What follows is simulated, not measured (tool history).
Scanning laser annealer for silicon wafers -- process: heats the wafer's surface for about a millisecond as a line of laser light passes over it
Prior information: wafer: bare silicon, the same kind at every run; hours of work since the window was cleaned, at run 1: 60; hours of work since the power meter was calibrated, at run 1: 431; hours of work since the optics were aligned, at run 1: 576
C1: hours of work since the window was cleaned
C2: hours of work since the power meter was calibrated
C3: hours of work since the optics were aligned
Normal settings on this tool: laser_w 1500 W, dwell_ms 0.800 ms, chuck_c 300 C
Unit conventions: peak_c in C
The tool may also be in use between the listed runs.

Run 1, hour 0.0: usual settings; C1 60; C2 431; C3 576. Result: peak_c 1038 C.
Run 2, hour 27.8: usual settings; C1 74; C2 445; C3 590. Result: peak_c 1036 C.
Run 3, hour 50.1: usual settings; C1 85; C2 457; C3 602. Result: peak_c 1038 C.
Run 4, hour 76.1: usual settings; C1 99; C2 470; C3 615. Result: peak_c 1039 C.
At hour 79.5: window over the wafer cleaned.
Run 5, hour 100.2: usual settings but dwell_ms 0.584 ms; C1 11; C2 481; C3 626. Result: peak_c 912 C.
Run 6, hour 115.2: usual settings but chuck_c 288 C; C1 18; C2 489; C3 634. Result: peak_c 1022 C.
Run 7, hour 141.8: usual settings but laser_w 1287 W, dwell_ms 0.841 ms; C1 32; C2 502; C3 647. Result: peak_c 929 C.
Run 8, hour 170.5: usual settings but laser_w 1557 W, dwell_ms 0.702 ms; C1 46; C2 517; C3 662. Result: peak_c 1011 C.
Run 9, hour 190.0: usual settings but laser_w 1548 W, dwell_ms 0.879 ms, chuck_c 315 C; C1 56; C2 527; C3 672. Result: peak_c 1119 C.
At hour 211.0: window over the wafer cleaned, once more.
Run 10, hour 221.2: usual settings but laser_w 1548 W, dwell_ms 0.763 ms, chuck_c 315 C; C1 5; C2 541; C3 687. Result: peak_c 1065 C.

Branching from run 10: 4 alternative next runs. What would each branch give?
Run A, hour 235.9: usual settings but dwell_ms 0.610 ms, chuck_c 277 C; C1 13; C2 549; C3 694. Result: peak_c ?.
Run B, hour 235.9: usual settings but laser_w 1368 W, dwell_ms 0.828 ms, chuck_c 279 C; C1 13; C2 549; C3 694. Result: peak_c ?.
Run C, hour 235.9: usual settings but laser_w 1548 W, dwell_ms 0.921 ms, chuck_c 315 C; C1 13; C2 549; C3 694. Result: peak_c ?.
Run D, hour 235.9: usual settings but laser_w 1604 W, dwell_ms 0.561 ms, chuck_c 269 C; C1 13; C2 549; C3 694. Result: peak_c ?.

run  peak_c
  A     908
  B     954
  C    1152
  D     921
Take away the tool's hidden state, keep each run's random variation, and the runs would have read:
run  peak_c
  A     907
  B     953
  C    1151
  D     920
